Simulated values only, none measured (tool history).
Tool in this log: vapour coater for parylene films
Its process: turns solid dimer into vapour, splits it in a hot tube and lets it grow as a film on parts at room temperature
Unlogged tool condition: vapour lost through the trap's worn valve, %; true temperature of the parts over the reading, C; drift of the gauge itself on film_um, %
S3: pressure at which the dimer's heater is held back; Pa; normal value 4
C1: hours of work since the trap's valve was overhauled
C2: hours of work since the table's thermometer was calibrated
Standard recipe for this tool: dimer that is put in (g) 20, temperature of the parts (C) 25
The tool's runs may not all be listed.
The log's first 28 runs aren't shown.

{"run": 29, "hour": 1188.7, "dimer that is put in (g)": 18, "temperature of the parts (C)": 23, "S3": 5.89, "C1": 332, "C2": 550, "thickness of the film (um)": 2.47}
{"hour": 1214.5, "done": "trap's valve overhauled"}
{"run": 30, "hour": 1228.9, "dimer that is put in (g)": 14, "temperature of the parts (C)": 23, "S3": 5.89, "C1": 12, "C2": 580, "thickness of the film (um)": 2.21}
{"run": 31, "hour": 1269.4, "dimer that is put in (g)": 14, "temperature of the parts (C)": 23, "S3": 5.89, "C1": 45, "C2": 613, "thickness of the film (um)": 2.19}
{"run": 32, "hour": 1294.4, "dimer that is put in (g)": 14, "temperature of the parts (C)": 27, "S3": 5.89, "C1": 66, "C2": 634, "thickness of the film (um)": 1.89}
{"run": 33, "hour": 1343.3, "dimer that is put in (g)": 20, "temperature of the parts (C)": 25, "S3": 8.1, "C1": 107, "C2": 674, "thickness of the film (um)": 2.74}
{"run": 34, "hour": 1400.1, "dimer that is put in (g)": 20, "temperature of the parts (C)": 27, "S3": 8.1, "C1": 154, "C2": 722, "thickness of the film (um)": 2.53}
{"run": 35, "hour": 1453.1, "dimer that is put in (g)": 15, "temperature of the parts (C)": 35, "S3": 3.72, "C1": 198, "C2": 765, "thickness of the film (um)": 1.47}
{"run": 36, "hour": 1490.5, "dimer that is put in (g)": 15, "temperature of the parts (C)": 35, "S3": 3.72, "C1": 228, "C2": 796, "thickness of the film (um)": 1.49}
{"run": 37, "hour": 1530.6, "dimer that is put in (g)": 15, "temperature of the parts (C)": 19, "S3": 3.72, "C1": 262, "C2": 829, "thickness of the film (um)": 2.64}

3 options for the next run, each taken on its own from the tool as it stands now. Forecast them:
{"run": "A", "hour": 1561.4, "dimer that is put in (g)": 21, "temperature of the parts (C)": 25, "S3": 4.09, "C1": 287, "C2": 855, "thickness of the film (um)": "?"}
{"run": "B", "hour": 1561.4, "dimer that is put in (g)": 15, "temperature of the parts (C)": 20, "S3": 2.47, "C1": 287, "C2": 855, "thickness of the film (um)": "?"}
{"run": "C", "hour": 1561.4, "dimer that is put in (g)": 20, "temperature of the parts (C)": 24, "S3": 4, "C1": 287, "C2": 855, "thickness of the film (um)": "?"}

run=A thickness_of_the_film_(um)=2.9
run=B thickness_of_the_film_(um)=2.57
run=C thickness_of_the_film_(um)=2.84
Take away the tool's hidden state, keep each run's random variation, and the runs would have read:
run=A thickness_of_the_film_(um)=3.19
run=B thickness_of_the_film_(um)=2.83
run=C thickness_of_the_film_(um)=3.13
